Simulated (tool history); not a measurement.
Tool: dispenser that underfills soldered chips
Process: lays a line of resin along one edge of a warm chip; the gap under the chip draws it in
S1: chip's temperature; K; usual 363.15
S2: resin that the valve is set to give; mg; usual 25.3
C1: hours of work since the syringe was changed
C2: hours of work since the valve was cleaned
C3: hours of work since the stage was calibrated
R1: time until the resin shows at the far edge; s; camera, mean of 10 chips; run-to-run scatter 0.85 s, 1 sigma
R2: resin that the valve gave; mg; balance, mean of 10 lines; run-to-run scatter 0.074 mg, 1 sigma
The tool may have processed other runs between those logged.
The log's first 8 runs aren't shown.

run     day      S1    S2  C1  C2   C3     R1     R2
      3.050  -- new syringe of resin
  9   3.229  363.15  24.6   3  37  175   93.0  24.38
      3.450  -- new syringe of resin
 10   3.488  363.15  24.6   1  41  179   86.9  24.43
      3.675  -- dispensing valve cleaned and set on the balance
 11   3.850  363.15  24.6   6   3  183  103.5  24.62
      3.900  -- new syringe of resin
 12   4.121  363.15  24.6   3   7  187   94.2  24.52
      4.304  -- new syringe of resin
 13   4.346  363.15  24.6   1  10  191   81.4  24.40
 14   4.575  363.15  25.2   4  13  194   95.7  25.09
      4.717  -- new syringe of resin
 15   4.821  351.15  25.3   2  17  198  127.3  25.24
      5.138  -- new syringe of resin
 16   5.312  363.15  25.3   3  24  205   92.4  25.00
      5.558  -- new syringe of resin
 17   5.558  361.15  25.3   0  28  209   88.1  25.15
 18   5.904  368.15  29.3   5  33  214   87.4  28.92
      5.979  -- new syringe of resin
 19   6.162  377.15  30.3   3  37  218   58.6  29.91
      6.383  -- new syringe of resin
 20   6.517  377.15  30.3   2  42  223   57.4  29.86
      6.642  -- dispensing valve cleaned and set on the balance
 21   6.804  377.15  30.3   6   2  227   67.3  30.34
      6.850  -- new syringe of resin
 22   7.108  372.15  24.6   4   7  231   75.1  24.62
      7.254  -- new syringe of resin
 23   7.388  372.15  26.2   2  11  235   70.3  26.14
      7.662  -- new syringe of resin
 24   7.675  376.15  23.6   0  15  240   56.3  23.59
 25   8.012  356.15  25.3   5  21  245  127.2  25.11
      8.067  -- new syringe of resin
      8.471  -- new syringe of resin
 26   8.488  356.15  25.3   0  27  252  103.4  25.10
 27   8.696  357.15  27.5   3  31  255  113.7  27.40
      8.883  -- new syringe of resin
 28   9.029  350.15  25.1   2  36  260  138.7  25.01
      9.283  -- new syringe of resin
 29   9.392  359.15  28.4   2  41  265   98.3  28.38
      9.588  -- dispensing valve cleaned and set on the balance
      9.738  -- new syringe of resin
 30   9.750  359.15  28.4   0   2  270   92.6  28.45
 31  10.117  359.15  28.4   6   8  276  118.0  28.35
     10.158  -- new syringe of resin
 32  10.375  359.15  28.4   3  12  279  107.0  28.20
     10.588  -- new syringe of resin
 33  10.612  358.15  22.6   0  15  283  101.4  22.61

Alternative continuations, all from the tool just after run 33; predict every row:
  A  10.821  360.15  25.5   4  18  286   ?   ?
  B  10.821  362.15  29.2   4  18  286   ?   ?
  C  10.821  372.15  26.4   4  18  286   ?   ?

run     R1     R2
  A  106.4  25.24
  B   98.7  29.02
  C   74.2  26.28
Without the tool's hidden state the same runs would have given:
run    R1     R2
  A  87.6  25.38
  B  81.3  29.18
  C  61.3  26.43
